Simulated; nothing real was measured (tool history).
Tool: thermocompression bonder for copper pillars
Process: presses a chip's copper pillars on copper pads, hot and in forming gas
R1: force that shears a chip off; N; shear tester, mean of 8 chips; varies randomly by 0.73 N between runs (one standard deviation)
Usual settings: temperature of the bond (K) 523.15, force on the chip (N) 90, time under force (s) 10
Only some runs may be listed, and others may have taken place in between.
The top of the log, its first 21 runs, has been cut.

Run 22, hour 152.1: usual settings but temperature of the bond (K) 538.15, force on the chip (N) 87. Result: R1 60.9 N.
Run 23, hour 160.8: usual settings but temperature of the bond (K) 522.15, force on the chip (N) 87. Result: R1 51.6 N.
Run 24, hour 170.7: usual settings but temperature of the bond (K) 522.15, force on the chip (N) 87. Result: R1 51.0 N.
Run 25, hour 177.0: usual settings but temperature of the bond (K) 522.15, force on the chip (N) 87, time under force (s) 5. Result: R1 39.9 N.
Run 26, hour 187.0: usual settings but time under force (s) 16. Result: R1 64.1 N.
Run 27, hour 196.3: usual settings but temperature of the bond (K) 541.15, time under force (s) 16. Result: R1 74.3 N.
Run 28, hour 202.1: usual settings but temperature of the bond (K) 541.15, time under force (s) 16. Result: R1 76.1 N.
Run 29, hour 209.3: usual settings but temperature of the bond (K) 541.15, time under force (s) 16. Result: R1 74.5 N.
Run 30, hour 218.7: usual settings but temperature of the bond (K) 534.15, time under force (s) 12. Result: R1 64.6 N.
Run 31, hour 222.9: usual settings but force on the chip (N) 79. Result: R1 48.7 N.
Run 32, hour 228.3: usual settings but force on the chip (N) 79. Result: R1 48.0 N.
Run 33, hour 232.9: usual settings but force on the chip (N) 79. Result: R1 48.3 N.
Run 34, hour 241.6: usual settings but temperature of the bond (K) 504.15, force on the chip (N) 80, time under force (s) 6. Result: R1 30.1 N.
Run 35, hour 250.7: usual settings but temperature of the bond (K) 504.15, force on the chip (N) 80, time under force (s) 6. Result: R1 29.8 N.
Run 36, hour 256.2: usual settings but temperature of the bond (K) 504.15, force on the chip (N) 80, time under force (s) 6. Result: R1 29.7 N.
Run 37, hour 265.4: usual settings but temperature of the bond (K) 504.15, force on the chip (N) 80, time under force (s) 6. Result: R1 30.1 N.
Run 38, hour 274.5: usual settings but temperature of the bond (K) 504.15, force on the chip (N) 80, time under force (s) 6. Result: R1 28.9 N.
Run 39, hour 280.6: usual settings but force on the chip (N) 72, time under force (s) 7. Result: R1 38.6 N.

Each row is a separate what-if for the run after 39, all from the same tool condition, not one after another. Results?
Run A, hour 289.9: usual settings but temperature of the bond (K) 510.15. Result: R1 ?.
Run B, hour 289.9: usual settings but temperature of the bond (K) 521.15, force on the chip (N) 87, time under force (s) 13. Result: R1 ?.
Run C, hour 289.9: usual settings but force on the chip (N) 72, time under force (s) 13. Result: R1 ?.
Run D, hour 289.9: usual settings but force on the chip (N) 75. Result: R1 ?.

run    R1
  A  44.7
  B  57.4
  C  49.5
  D  46.6
Without the tool's hidden state the same runs would have given:
run    R1
  A  44.1
  B  57.1
  C  49.1
  D  46.1
